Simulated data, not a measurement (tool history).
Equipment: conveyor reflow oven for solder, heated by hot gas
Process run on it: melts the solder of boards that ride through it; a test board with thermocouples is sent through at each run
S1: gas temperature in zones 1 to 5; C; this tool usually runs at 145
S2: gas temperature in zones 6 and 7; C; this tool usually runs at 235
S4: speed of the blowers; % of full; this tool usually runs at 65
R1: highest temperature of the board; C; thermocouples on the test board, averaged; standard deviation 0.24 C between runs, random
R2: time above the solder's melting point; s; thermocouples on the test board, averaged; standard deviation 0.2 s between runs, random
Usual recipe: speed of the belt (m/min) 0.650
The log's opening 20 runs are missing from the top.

{"run": 21, "day": 36.45, "S1": 148, "S2": 235, "speed of the belt (m/min)": 0.65, "S4": 65, "R1": 216.7, "R2": 51.0}
{"run": 22, "day": 38.758, "S1": 148, "S2": 235, "speed of the belt (m/min)": 0.65, "S4": 65, "R1": 216.4, "R2": 50.1}
{"run": 23, "day": 40.038, "S1": 148, "S2": 235, "speed of the belt (m/min)": 0.65, "S4": 65, "R1": 216.4, "R2": 50.4}
{"run": 24, "day": 41.5, "S1": 137, "S2": 226, "speed of the belt (m/min)": 0.634, "S4": 53, "R1": 203.5, "R2": 36.0}
{"day": 42.625, "done": "flux residue cleaned out of gas plates and filters"}
{"run": 25, "day": 43.938, "S1": 137, "S2": 226, "speed of the belt (m/min)": 0.634, "S4": 53, "R1": 205.7, "R2": 39.4}
{"run": 26, "day": 45.583, "S1": 145, "S2": 235, "speed of the belt (m/min)": 0.649, "S4": 65, "R1": 218.2, "R2": 51.1}
{"run": 27, "day": 47.85, "S1": 156, "S2": 235, "speed of the belt (m/min)": 0.65, "S4": 65, "R1": 220.7, "R2": 57.1}
{"run": 28, "day": 49.179, "S1": 155, "S2": 245, "speed of the belt (m/min)": 0.707, "S4": 65, "R1": 225.8, "R2": 53.8}
{"run": 29, "day": 50.862, "S1": 145, "S2": 245, "speed of the belt (m/min)": 0.65, "S4": 62, "R1": 225.6, "R2": 55.4}
{"run": 30, "day": 52.804, "S1": 145, "S2": 242, "speed of the belt (m/min)": 0.727, "S4": 65, "R1": 219.5, "R2": 46.0}

Here are 5 independent what-if runs from the current tool condition. What would each one return?
{"run": "A", "day": 53.792, "S1": 145, "S2": 242, "speed of the belt (m/min)": 0.58, "S4": 65, "R1": "?", "R2": "?"}
{"run": "B", "day": 53.792, "S1": 145, "S2": 235, "speed of the belt (m/min)": 0.541, "S4": 53, "R1": "?", "R2": "?"}
{"run": "C", "day": 53.792, "S1": 159, "S2": 232, "speed of the belt (m/min)": 0.727, "S4": 65, "R1": "?", "R2": "?"}
{"run": "D", "day": 53.792, "S1": 137, "S2": 242, "speed of the belt (m/min)": 0.764, "S4": 54, "R1": "?", "R2": "?"}
{"run": "E", "day": 53.792, "S1": 145, "S2": 243, "speed of the belt (m/min)": 0.599, "S4": 85, "R1": "?", "R2": "?"}

run=A R1=227.5 R2=63.3
run=B R1=219.8 R2=63.1
run=C R1=215.4 R2=48.5
run=D R1=210.7 R2=35.0
run=E R1=232.1 R2=63.5
Without the tool's unlogged condition, the same runs would have read:
run=A R1=227.4 R2=62.9
run=B R1=219.6 R2=62.6
run=C R1=215.4 R2=48.3
run=D R1=211.0 R2=35.1
run=E R1=232.2 R2=63.1

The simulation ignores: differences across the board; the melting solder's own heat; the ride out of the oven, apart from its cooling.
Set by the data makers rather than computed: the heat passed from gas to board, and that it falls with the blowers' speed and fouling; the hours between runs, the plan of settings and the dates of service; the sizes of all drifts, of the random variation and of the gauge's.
